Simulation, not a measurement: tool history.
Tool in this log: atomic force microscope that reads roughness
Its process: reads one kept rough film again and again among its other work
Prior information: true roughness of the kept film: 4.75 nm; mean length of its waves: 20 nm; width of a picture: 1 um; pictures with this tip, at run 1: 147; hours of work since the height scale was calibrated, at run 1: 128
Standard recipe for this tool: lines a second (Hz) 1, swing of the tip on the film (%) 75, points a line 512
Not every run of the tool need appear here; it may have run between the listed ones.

run,hour,lines a second (Hz),swing of the tip on the film (%),points a line,pictures with this tip,hours of work since the height scale was calibrated,roughness of the kept film (nm (root mean square))
1,0,1,75,512,147,128,2.712
2,4.9,1,75,512,156,131,2.664
3,13.5,1,75,512,173,137,2.604
4,19.6,1,75,512,184,142,2.57
5,30.3,1,75,512,205,149,2.47
# hour 32: height scale calibrated on a step standard
6,42.7,1,77,512,227,8,2.399
# hour 53.3: new tip fitted
7,54.4,1,77,512,2,16,3.537
8,62.9,1,77,512,19,22,3.427
9,71,1,77,512,34,27,3.302
10,76.9,1,78,512,46,32,3.232
# hour 85.4: height scale calibrated on a step standard, once more
11,85.5,1,65,411,60,0,3.261
12,92.8,1,75,441,74,5,3.102
13,101.6,1,75,441,91,12,2.974

Same runs, no hidden state in the tool, same run-to-run variation:
The hidden state here: radius of the tip, nm; height scale over the true one, %; drift of the gauge itself on roughness_nm, %.
run,roughness of the kept film (nm (root mean square))
1,3.597
2,3.585
3,3.591
4,3.601
5,3.566
6,3.564
7,3.569
8,3.573
9,3.551
10,3.554
11,3.664
12,3.571
13,3.529

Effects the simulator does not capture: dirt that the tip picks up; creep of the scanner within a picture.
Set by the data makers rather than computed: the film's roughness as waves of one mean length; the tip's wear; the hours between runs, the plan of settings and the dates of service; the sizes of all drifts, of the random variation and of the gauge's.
